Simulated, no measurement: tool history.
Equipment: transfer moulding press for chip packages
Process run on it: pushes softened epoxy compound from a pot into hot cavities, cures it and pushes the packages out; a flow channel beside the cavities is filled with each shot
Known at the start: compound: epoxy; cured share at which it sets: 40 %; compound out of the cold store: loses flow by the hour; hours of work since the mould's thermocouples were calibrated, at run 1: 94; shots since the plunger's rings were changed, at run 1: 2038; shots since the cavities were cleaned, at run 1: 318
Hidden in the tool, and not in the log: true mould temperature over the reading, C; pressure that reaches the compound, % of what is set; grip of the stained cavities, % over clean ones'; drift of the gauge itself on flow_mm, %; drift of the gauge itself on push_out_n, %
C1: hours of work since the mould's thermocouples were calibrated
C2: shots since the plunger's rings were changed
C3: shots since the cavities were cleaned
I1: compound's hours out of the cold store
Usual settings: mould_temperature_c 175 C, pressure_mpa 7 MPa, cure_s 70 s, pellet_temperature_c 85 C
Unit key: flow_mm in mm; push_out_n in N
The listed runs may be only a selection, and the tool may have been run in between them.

Run 1, day 0: usual settings; C1 94; C2 2038; C3 318; I1 26.6. Result: flow_mm 986 mm, push_out_n 396 N.
Run 2, day 0.858: usual settings; C1 106; C2 2321; C3 601; I1 40.9. Result: flow_mm 932 mm, push_out_n 471 N.
At day 1.942: cavities cleaned with cleaning compound and waxed.
Run 3, day 2.621: usual settings but pressure_mpa 7.05 MPa; C1 129; C2 2880; C3 224; I1 36.3. Result: flow_mm 937 mm, push_out_n 552 N.
Run 4, day 3.433: usual settings but pressure_mpa 7.05 MPa; C1 140; C2 3147; C3 491; I1 37.5. Result: flow_mm 942 mm, push_out_n 546 N.
At day 4.821: cavities cleaned with cleaning compound and waxed.
Run 5, day 4.821: usual settings but pressure_mpa 7.05 MPa; C1 158; C2 3584; C3 0; I1 39.4. Result: flow_mm 927 mm, push_out_n 260 N.
At day 5.729: cavities cleaned with cleaning compound and waxed, once more.
Run 6, day 5.788: usual settings but pressure_mpa 7.05 MPa; C1 170; C2 3881; C3 19; I1 32. Result: flow_mm 958 mm, push_out_n 264 N.
Run 7, day 7.183: usual settings but pressure_mpa 7.05 MPa; C1 190; C2 4340; C3 478; I1 17.8. Result: flow_mm 978 mm, push_out_n 444 N.
At day 8.683: cavities cleaned with cleaning compound and waxed.
Run 8, day 8.683: usual settings but pressure_mpa 7.05 MPa; C1 209; C2 4814; C3 0; I1 37.7. Result: flow_mm 917 mm, push_out_n 244 N.
Run 9, day 10.238: usual settings but pressure_mpa 7.05 MPa; C1 230; C2 5324; C3 510; I1 11.6. Result: flow_mm 990 mm, push_out_n 466 N.
Run 10, day 10.979: usual settings but pressure_mpa 7.05 MPa; C1 240; C2 5569; C3 755; I1 32. Result: flow_mm 930 mm, push_out_n 505 N.
At day 11.55: cavities cleaned with cleaning compound and waxed.
Run 11, day 12.788: usual settings but pressure_mpa 6.41 MPa; C1 264; C2 6144; C3 407; I1 23.2. Result: flow_mm 908 mm, push_out_n 444 N.
Run 12, day 13.958: usual settings but pressure_mpa 6.41 MPa; C1 280; C2 6529; C3 792; I1 12.7. Result: flow_mm 934 mm, push_out_n 527 N.
At day 14.421: cavities cleaned with cleaning compound and waxed.
At day 14.929: plunger's sealing rings changed.
Run 13, day 15.533: usual settings but pellet_temperature_c 89 C; C1 299; C2 199; C3 332; I1 35. Result: flow_mm 973 mm, push_out_n 405 N.
Run 14, day 16.908: usual settings but pellet_temperature_c 89 C; C1 318; C2 651; C3 784; I1 47.8. Result: flow_mm 920 mm, push_out_n 483 N.
At day 17.492: cavities cleaned with cleaning compound and waxed.
Run 15, day 17.858: usual settings but mould_temperature_c 178 C, cure_s 53 s, pellet_temperature_c 83 C; C1 330; C2 943; C3 120; I1 17.2. Result: flow_mm 1014 mm, push_out_n 528 N.
Run 16, day 18.783: usual settings but pressure_mpa 5.46 MPa, pellet_temperature_c 76 C; C1 343; C2 1248; C3 425; I1 26.7. Result: flow_mm 866 mm, push_out_n 456 N.
At day 20.408: cavities cleaned with cleaning compound and waxed.
Run 17, day 20.412: usual settings but cure_s 51 s; C1 364; C2 1764; C3 2; I1 44.6. Result: flow_mm 928 mm, push_out_n 491 N.
Run 18, day 21.871: usual settings but cure_s 51 s; C1 384; C2 2244; C3 482; I1 8.3. Result: flow_mm 1022 mm, push_out_n 1045 N.
Run 19, day 22.892: usual settings but cure_s 51 s; C1 398; C2 2579; C3 817; I1 45.2. Result: flow_mm 919 mm, push_out_n 1060 N.
At day 23.371: cavities cleaned with cleaning compound and waxed.
Run 20, day 23.908: usual settings but pellet_temperature_c 86 C; C1 411; C2 2893; C3 177; I1 46.9. Result: flow_mm 899 mm, push_out_n 346 N.
Run 21, day 25.238: usual settings but cure_s 83 s; C1 429; C2 3331; C3 615; I1 32.6. Result: flow_mm 950 mm, push_out_n 401 N.
At day 26.329: cavities cleaned with cleaning compound and waxed.
Run 22, day 26.954: usual settings but cure_s 83 s; C1 452; C2 3875; C3 206; I1 32.1. Result: flow_mm 946 mm, push_out_n 322 N.
Run 23, day 27.958: usual settings but mould_temperature_c 179 C, pressure_mpa 8.64 MPa; C1 466; C2 4205; C3 536; I1 26.2. Result: flow_mm 1071 mm, push_out_n 418 N.
At day 29.208: cavities cleaned with cleaning compound and waxed.
Run 24, day 29.671: usual settings but mould_temperature_c 177 C, pressure_mpa 7.23 MPa, cure_s 81 s; C1 488; C2 4749; C3 152; I1 12.4. Result: flow_mm 1022 mm, push_out_n 289 N.
Run 25, day 30.692: usual settings but cure_s 60 s, pellet_temperature_c 79 C; C1 502; C2 5085; C3 488; I1 27.3. Result: flow_mm 951 mm, push_out_n 658 N.
At day 32.079: cavities cleaned with cleaning compound and waxed.
Run 26, day 32.229: usual settings but mould_temperature_c 176 C, pressure_mpa 8.03 MPa, cure_s 61 s, pellet_temperature_c 78 C; C1 522; C2 5570; C3 49; I1 23.1. Result: flow_mm 1019 mm, push_out_n 384 N.
Run 27, day 33.429: usual settings but mould_temperature_c 176 C, pressure_mpa 8.03 MPa, cure_s 82 s; C1 539; C2 5964; C3 443; I1 40.6. Result: flow_mm 958 mm, push_out_n 369 N.

Forecast each of these 4 alternatives for the next run:
Run A, day 34.504: usual settings but mould_temperature_c 170 C, pressure_mpa 8.07 MPa, cure_s 85 s; C1 553; C2 6318; C3 797; I1 42.6. Result: flow_mm ?, push_out_n ?.
Run B, day 34.504: usual settings but mould_temperature_c 176 C, pressure_mpa 8.03 MPa, cure_s 82 s, pellet_temperature_c 77 C; C1 553; C2 6318; C3 797; I1 22.6. Result: flow_mm ?, push_out_n ?.
Run C, day 34.504: usual settings but mould_temperature_c 176 C, pressure_mpa 7.99 MPa, cure_s 82 s, pellet_temperature_c 82 C; C1 553; C2 6318; C3 797; I1 37.3. Result: flow_mm ?, push_out_n ?.
Run D, day 34.504: usual settings but mould_temperature_c 176 C, pressure_mpa 8.03 MPa, cure_s 65 s, pellet_temperature_c 83 C; C1 553; C2 6318; C3 797; I1 17.5. Result: flow_mm ?, push_out_n ?.

run  flow_mm  push_out_n
  A      980         471
  B     1021         431
  C      970         421
  D     1031         578
With no hidden state in the tool, these same runs would have given:
run  flow_mm  push_out_n
  A     1029         226
  B     1073         214
  C     1020         207
  D     1084         270
